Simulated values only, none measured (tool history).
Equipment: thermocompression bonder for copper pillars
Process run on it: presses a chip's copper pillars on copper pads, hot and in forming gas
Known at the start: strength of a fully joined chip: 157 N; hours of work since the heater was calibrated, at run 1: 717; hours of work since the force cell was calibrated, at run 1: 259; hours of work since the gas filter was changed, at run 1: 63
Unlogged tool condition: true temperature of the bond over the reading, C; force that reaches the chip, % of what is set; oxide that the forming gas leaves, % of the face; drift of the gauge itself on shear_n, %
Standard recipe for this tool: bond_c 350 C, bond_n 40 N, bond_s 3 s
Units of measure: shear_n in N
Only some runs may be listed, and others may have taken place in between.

| run | day | bond_c | bond_n | bond_s | hours of work since the heater was calibrated | hours of work since the force cell was calibrated | hours of work since the gas filter was changed | shear_n |
|---|---|---|---|---|---|---|---|---|
| 1 | 0 | 350 | 40 | 3 | 717 | 259 | 63 | 75.7 |
| 2 | 0.4 | 350 | 24 | 3 | 724 | 266 | 70 | 55.5 |
| 3 | 0.596 | 350 | 24 | 3 | 727 | 270 | 73 | 55.3 |
| 4 | 0.988 | 350 | 40 | 3 | 734 | 277 | 80 | 75.7 |
| 5 | 1.467 | 350 | 40 | 3 | 743 | 285 | 88 | 76.6 |
| 6 | 1.721 | 350 | 40 | 3 | 747 | 289 | 93 | 74.7 |
| 7 | 2.079 | 350 | 25 | 3 | 753 | 296 | 99 | 56.6 |
| 8 | 2.538 | 350 | 25 | 3 | 761 | 304 | 107 | 55.4 |
| 9 | 2.767 | 350 | 25 | 3 | 765 | 308 | 111 | 54.5 |
| 10 | 2.971 | 350 | 25 | 3 | 769 | 311 | 114 | 55.2 |
| 11 | 3.25 | 350 | 25 | 3 | 774 | 316 | 119 | 56.1 |
| 12 | 3.633 | 350 | 25 | 3 | 781 | 323 | 126 | 54.7 |
|  | 3.725 | force cell calibrated |
| 13 | 4.083 | 350 | 40 | 9 | 787 | 6 | 133 | 103.2 |
| 14 | 4.542 | 350 | 40 | 3 | 795 | 14 | 141 | 73 |
| 15 | 4.733 | 350 | 40 | 3 | 799 | 18 | 144 | 74.3 |
| 16 | 5.188 | 350 | 40 | 3 | 807 | 26 | 152 | 71.8 |
| 17 | 5.446 | 362 | 35 | 6 | 811 | 30 | 157 | 95.2 |
| 18 | 5.875 | 341 | 47 | 2 | 819 | 38 | 164 | 61.2 |
|  | 5.962 | forming gas filter changed |
|  | 6.212 | force cell calibrated, once more |
| 19 | 6.238 | 341 | 47 | 7 | 824 | 0 | 4 | 103 |
| 20 | 6.488 | 350 | 44 | 3 | 828 | 5 | 8 | 86.4 |
| 21 | 6.704 | 377 | 33 | 2 | 832 | 9 | 12 | 81.9 |
| 22 | 7.054 | 377 | 33 | 2 | 838 | 15 | 18 | 84.1 |
| 23 | 7.246 | 377 | 49 | 4 | 841 | 18 | 21 | 120.6 |
| 24 | 7.692 | 377 | 49 | 4 | 849 | 26 | 29 | 119.6 |
| 25 | 8.088 | 363 | 40 | 8 | 856 | 33 | 36 | 115.3 |
| 26 | 8.533 | 369 | 29 | 3 | 864 | 41 | 44 | 78.4 |
| 27 | 8.838 | 370 | 56 | 5 | 869 | 46 | 49 | 125.7 |
| 28 | 9.204 | 349 | 39 | 2 | 875 | 52 | 56 | 64.9 |

Estimate the outcome of run 29 from the log above:
| 29 | 9.658 | 378 | 40 | 5 | 883 | 60 | 64 | ? |

{"run 29": {"shear_n": 114.4}}
Were there no unlogged condition in the tool, this run, its random variation unchanged, would have produced shear_n 122.8 N.
